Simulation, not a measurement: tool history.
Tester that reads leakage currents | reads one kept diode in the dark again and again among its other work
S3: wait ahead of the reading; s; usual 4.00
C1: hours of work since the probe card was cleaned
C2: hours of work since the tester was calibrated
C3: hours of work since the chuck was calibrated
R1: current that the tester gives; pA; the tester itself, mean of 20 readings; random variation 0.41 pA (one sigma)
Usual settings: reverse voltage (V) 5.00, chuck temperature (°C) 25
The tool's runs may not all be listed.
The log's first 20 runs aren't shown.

{"run": 21, "hour": 1905.8, "reverse voltage (V)": 5.0, "chuck temperature (°C)": 25, "S3": 4.0, "C1": 1081, "C2": 4304, "C3": 1233, "R1": 135.52}
{"run": 22, "hour": 1982.2, "reverse voltage (V)": 1.1, "chuck temperature (°C)": 37, "S3": 9.91, "C1": 1124, "C2": 4347, "C3": 1276, "R1": 188.1}
{"run": 23, "hour": 2071.3, "reverse voltage (V)": 1.1, "chuck temperature (°C)": 37, "S3": 9.91, "C1": 1174, "C2": 4397, "C3": 1326, "R1": 188.71}
{"run": 24, "hour": 2133.3, "reverse voltage (V)": 1.78, "chuck temperature (°C)": 25, "S3": 4.0, "C1": 1209, "C2": 4432, "C3": 1361, "R1": 83.78}
{"run": 25, "hour": 2273.0, "reverse voltage (V)": 3.57, "chuck temperature (°C)": 35, "S3": 2.45, "C1": 1288, "C2": 4511, "C3": 1439, "R1": 273.52}
{"run": 26, "hour": 2375.7, "reverse voltage (V)": 1.55, "chuck temperature (°C)": 39, "S3": 0.9, "C1": 1346, "C2": 4568, "C3": 1497, "R1": 259.46}
{"run": 27, "hour": 2449.8, "reverse voltage (V)": 5.0, "chuck temperature (°C)": 47, "S3": 4.0, "C1": 1387, "C2": 4610, "C3": 1539, "R1": 838.86}
{"run": 28, "hour": 2511.9, "reverse voltage (V)": 5.0, "chuck temperature (°C)": 47, "S3": 4.0, "C1": 1422, "C2": 4645, "C3": 1574, "R1": 837.5}
{"hour": 2595.3, "done": "tester calibrated"}
{"run": 29, "hour": 2595.3, "reverse voltage (V)": 2.57, "chuck temperature (°C)": 21, "S3": 9.64, "C1": 1468, "C2": 0, "C3": 1620, "R1": 69.42}
{"run": 30, "hour": 2704.1, "reverse voltage (V)": 2.57, "chuck temperature (°C)": 21, "S3": 9.64, "C1": 1529, "C2": 61, "C3": 1681, "R1": 69.37}

The next listed run, before its measurement:
{"run": 31, "hour": 2777.5, "reverse voltage (V)": 2.57, "chuck temperature (°C)": 28, "S3": 6.58, "C1": 1571, "C2": 103, "C3": 1722, "R1": "?"}

Run 31 gave R1 129.53 pA.
Without the tool's hidden state the same run would have given R1 129.87 pA.
